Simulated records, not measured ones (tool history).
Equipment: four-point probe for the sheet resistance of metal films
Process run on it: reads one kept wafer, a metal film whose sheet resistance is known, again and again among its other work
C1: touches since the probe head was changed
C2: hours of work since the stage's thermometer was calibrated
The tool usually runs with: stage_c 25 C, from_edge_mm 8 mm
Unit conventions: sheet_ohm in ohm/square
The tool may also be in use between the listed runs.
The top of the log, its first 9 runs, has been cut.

{"run": 10, "day": 13.904, "stage_c": 25, "from_edge_mm": 8, "C1": 13263, "C2": 407, "sheet_ohm": 0.051519}
{"run": 11, "day": 15.462, "stage_c": 31, "from_edge_mm": 8, "C1": 14776, "C2": 425, "sheet_ohm": 0.051688}
{"run": 12, "day": 16.808, "stage_c": 31, "from_edge_mm": 8, "C1": 16083, "C2": 440, "sheet_ohm": 0.051719}
{"run": 13, "day": 18.112, "stage_c": 31, "from_edge_mm": 8, "C1": 17346, "C2": 455, "sheet_ohm": 0.051728}
{"run": 14, "day": 19.3, "stage_c": 25, "from_edge_mm": 8, "C1": 18499, "C2": 469, "sheet_ohm": 0.051591}
{"run": 15, "day": 20.521, "stage_c": 25, "from_edge_mm": 8, "C1": 19682, "C2": 482, "sheet_ohm": 0.051603}
{"run": 16, "day": 22.242, "stage_c": 25, "from_edge_mm": 8, "C1": 21353, "C2": 502, "sheet_ohm": 0.051616}
{"run": 17, "day": 24.142, "stage_c": 25, "from_edge_mm": 8, "C1": 23197, "C2": 524, "sheet_ohm": 0.051651}
{"run": 18, "day": 26.3, "stage_c": 25, "from_edge_mm": 8, "C1": 25288, "C2": 548, "sheet_ohm": 0.051675}
{"run": 19, "day": 27.471, "stage_c": 25, "from_edge_mm": 8, "C1": 26426, "C2": 562, "sheet_ohm": 0.051696}
{"run": 20, "day": 28.75, "stage_c": 25, "from_edge_mm": 8, "C1": 27665, "C2": 576, "sheet_ohm": 0.051695}
{"run": 21, "day": 30.696, "stage_c": 25, "from_edge_mm": 8, "C1": 29552, "C2": 599, "sheet_ohm": 0.051725}
{"run": 22, "day": 32.9, "stage_c": 25, "from_edge_mm": 8, "C1": 31689, "C2": 624, "sheet_ohm": 0.051751}
{"run": 23, "day": 34.438, "stage_c": 25, "from_edge_mm": 42, "C1": 33184, "C2": 641, "sheet_ohm": 0.051113}
{"run": 24, "day": 35.417, "stage_c": 25, "from_edge_mm": 42, "C1": 34134, "C2": 653, "sheet_ohm": 0.051121}
{"day": 35.621, "done": "stage's thermometer calibrated"}
{"run": 25, "day": 37.188, "stage_c": 25, "from_edge_mm": 42, "C1": 35828, "C2": 18, "sheet_ohm": 0.051155}
{"run": 26, "day": 39.288, "stage_c": 19, "from_edge_mm": 8, "C1": 37867, "C2": 42, "sheet_ohm": 0.051671}
{"day": 39.925, "done": "stage's thermometer calibrated, once more"}
{"run": 27, "day": 41.171, "stage_c": 25, "from_edge_mm": 30, "C1": 39674, "C2": 14, "sheet_ohm": 0.051164}
{"run": 28, "day": 43.333, "stage_c": 25, "from_edge_mm": 30, "C1": 41769, "C2": 39, "sheet_ohm": 0.051195}
{"run": 29, "day": 45.383, "stage_c": 28, "from_edge_mm": 13, "C1": 43757, "C2": 62, "sheet_ohm": 0.051498}
{"run": 30, "day": 47.188, "stage_c": 28, "from_edge_mm": 13, "C1": 45511, "C2": 83, "sheet_ohm": 0.051513}
{"run": 31, "day": 49.179, "stage_c": 30, "from_edge_mm": 34, "C1": 47442, "C2": 106, "sheet_ohm": 0.051389}
{"run": 32, "day": 50.771, "stage_c": 25, "from_edge_mm": 3, "C1": 48984, "C2": 124, "sheet_ohm": 0.055678}
{"run": 33, "day": 52.225, "stage_c": 33, "from_edge_mm": 9, "C1": 50396, "C2": 140, "sheet_ohm": 0.051994}
{"run": 34, "day": 53.4, "stage_c": 29, "from_edge_mm": 4, "C1": 51534, "C2": 154, "sheet_ohm": 0.053982}

The next listed run, before its measurement:
{"run": 35, "day": 54.812, "stage_c": 18, "from_edge_mm": 16, "C1": 52905, "C2": 170, "sheet_ohm": "?"}

Run 35 gave sheet_ohm 0.051242 ohm/square.
Had the tool carried no hidden state, the very same run would have given sheet_ohm 0.050435 ohm/square.
